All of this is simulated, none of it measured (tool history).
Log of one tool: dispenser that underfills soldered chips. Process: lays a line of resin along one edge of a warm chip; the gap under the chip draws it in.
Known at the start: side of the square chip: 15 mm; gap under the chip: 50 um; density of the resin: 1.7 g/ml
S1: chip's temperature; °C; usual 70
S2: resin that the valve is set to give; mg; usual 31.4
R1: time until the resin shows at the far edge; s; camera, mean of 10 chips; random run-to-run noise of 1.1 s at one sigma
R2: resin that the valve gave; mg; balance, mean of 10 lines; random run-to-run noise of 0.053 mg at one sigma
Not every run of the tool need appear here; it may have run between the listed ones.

{"run": 1, "hour": 0.0, "S1": 70, "S2": 31.4, "R1": 120.9, "R2": 30.75}
{"hour": 9.9, "done": "new syringe of resin"}
{"run": 2, "hour": 9.9, "S1": 70, "S2": 31.4, "R1": 108.8, "R2": 30.71}
{"run": 3, "hour": 19.3, "S1": 70, "S2": 31.4, "R1": 168.6, "R2": 30.69}
{"hour": 21.8, "done": "new syringe of resin"}
{"run": 4, "hour": 27.1, "S1": 70, "S2": 31.4, "R1": 140.1, "R2": 30.57}
{"hour": 33.5, "done": "new syringe of resin"}
{"run": 5, "hour": 33.5, "S1": 70, "S2": 28.6, "R1": 110.3, "R2": 27.71}
{"run": 6, "hour": 41.9, "S1": 70, "S2": 31.4, "R1": 164.8, "R2": 30.28}
{"hour": 45.6, "done": "new syringe of resin"}
{"run": 7, "hour": 48.4, "S1": 70, "S2": 31.4, "R1": 128.1, "R2": 30.31}
{"hour": 52.8, "done": "dispensing valve cleaned and set on the balance"}
{"run": 8, "hour": 56.1, "S1": 70, "S2": 31.4, "R1": 175.3, "R2": 31.41}
{"hour": 58.2, "done": "new syringe of resin"}
{"run": 9, "hour": 68.4, "S1": 70, "S2": 31.4, "R1": 178.5, "R2": 31.17}
{"hour": 69.8, "done": "new syringe of resin"}
{"run": 10, "hour": 79.1, "S1": 70, "S2": 31.4, "R1": 175.9, "R2": 31.08}
{"hour": 81.6, "done": "new syringe of resin"}
{"run": 11, "hour": 89.9, "S1": 80, "S2": 30.6, "R1": 115.5, "R2": 30.22}
{"hour": 93.3, "done": "new syringe of resin"}
{"run": 12, "hour": 102.4, "S1": 80, "S2": 30.6, "R1": 120.1, "R2": 30.13}

Measured less the same run without the tool's hidden state. The same run-to-run variation is in both; the gauge's scatter may not be:
Hidden conditions of the tool in this case: resin's viscosity, % of fresh resin's; dose that the valve gives, % of what is set; true chip temperature over the reading, C; drift of the gauge itself on fill_s, %; drift of the gauge itself on given_mg, %.
run=1 R1=+14.9 R2=-0.63
run=2 R1=+3.5 R2=-0.72
run=3 R1=+65.1 R2=-0.82
run=4 R1=+35.4 R2=-0.89
run=5 R1=+5.4 R2=-0.87
run=6 R1=+60.4 R2=-1.03
run=7 R1=+21.3 R2=-1.09
run=8 R1=+69.1 R2=-0.09
run=9 R1=+74 R2=-0.22
run=10 R1=+69.9 R2=-0.32
run=11 R1=+42 R2=-0.42
run=12 R1=+46.1 R2=-0.52
